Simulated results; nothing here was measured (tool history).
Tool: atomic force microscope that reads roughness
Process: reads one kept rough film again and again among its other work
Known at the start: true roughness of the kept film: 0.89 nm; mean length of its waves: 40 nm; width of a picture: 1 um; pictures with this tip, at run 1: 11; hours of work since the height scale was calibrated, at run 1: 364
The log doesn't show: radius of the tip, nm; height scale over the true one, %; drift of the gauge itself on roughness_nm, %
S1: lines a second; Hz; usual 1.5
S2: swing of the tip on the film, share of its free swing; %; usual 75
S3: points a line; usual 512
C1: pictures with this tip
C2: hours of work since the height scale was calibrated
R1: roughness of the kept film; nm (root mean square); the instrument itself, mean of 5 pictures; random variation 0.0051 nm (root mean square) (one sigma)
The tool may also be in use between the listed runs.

| run | hour | S1 | S2 | S3 | C1 | C2 | R1 |
|---|---|---|---|---|---|---|---|
| 1 | 0 | 1.5 | 75 | 512 | 11 | 364 | 0.786 |
| 2 | 25.8 | 2.55 | 75 | 512 | 50 | 380 | 0.725 |
|  | 33.3 | new tip fitted |
| 3 | 49.3 | 1.5 | 75 | 512 | 24 | 394 | 0.78 |
| 4 | 68.8 | 1.5 | 75 | 512 | 53 | 406 | 0.761 |
|  | 76.3 | new tip fitted |
| 5 | 87.8 | 1.5 | 90 | 512 | 17 | 418 | 0.718 |
| 6 | 110.1 | 1.5 | 75 | 512 | 51 | 431 | 0.76 |
|  | 119 | new tip fitted |
| 7 | 128.6 | 1.5 | 75 | 512 | 15 | 443 | 0.791 |
|  | 159.7 | new tip fitted |
| 8 | 159.7 | 1.5 | 75 | 512 | 0 | 461 | 0.801 |
| 9 | 174.9 | 1.5 | 75 | 512 | 23 | 471 | 0.779 |
| 10 | 196.7 | 2.75 | 75 | 512 | 56 | 484 | 0.71 |
|  | 202.7 | new tip fitted |
| 11 | 210.2 | 0.53 | 75 | 512 | 12 | 492 | 0.826 |
| 12 | 222.7 | 0.53 | 75 | 1022 | 30 | 500 | 0.826 |
|  | 243.8 | new tip fitted |
| 13 | 243.8 | 0.53 | 75 | 1022 | 0 | 513 | 0.846 |
| 14 | 259 | 0.53 | 75 | 1022 | 23 | 522 | 0.822 |
|  | 286.2 | new tip fitted |
| 15 | 288 | 1.5 | 86 | 532 | 2 | 540 | 0.744 |
| 16 | 312.5 | 1.71 | 65 | 287 | 39 | 555 | 0.778 |
|  | 328.4 | new tip fitted |
| 17 | 342.7 | 1.71 | 65 | 287 | 22 | 573 | 0.796 |
|  | 369.6 | new tip fitted |
| 18 | 373.7 | 2.33 | 74 | 512 | 6 | 592 | 0.764 |
| 19 | 389.8 | 2.94 | 75 | 943 | 30 | 602 | 0.715 |
|  | 410.7 | new tip fitted |
| 20 | 415.6 | 2.94 | 75 | 943 | 7 | 617 | 0.72 |
| 21 | 433.3 | 1.5 | 85 | 853 | 34 | 628 | 0.724 |
|  | 452.5 | new tip fitted |
| 22 | 461.3 | 1.5 | 85 | 853 | 14 | 645 | 0.741 |
| 23 | 476.7 | 1.5 | 85 | 853 | 37 | 655 | 0.73 |
|  | 495.6 | new tip fitted |
| 24 | 495.8 | 3.15 | 85 | 375 | 0 | 666 | 0.649 |
| 25 | 524.6 | 1.5 | 63 | 583 | 43 | 684 | 0.796 |

Forecast each of these 4 alternatives for the next run:
|  | 537.1 | new tip fitted |
| A | 540.9 | 1.16 | 89 | 569 | 6 | 693 | ? |
|  | 537.1 | new tip fitted |
| B | 540.9 | 1.5 | 81 | 512 | 6 | 693 | ? |
|  | 537.1 | new tip fitted |
| C | 540.9 | 1.5 | 80 | 736 | 6 | 693 | ? |
|  | 537.1 | new tip fitted |
| D | 540.9 | 2.94 | 63 | 313 | 6 | 693 | ? |

| run | R1 |
|---|---|
| A | 0.755 |
| B | 0.768 |
| C | 0.771 |
| D | 0.783 |
Without the tool's hidden state the same runs would have given:
| run | R1 |
|---|---|
| A | 0.762 |
| B | 0.776 |
| C | 0.779 |
| D | 0.792 |
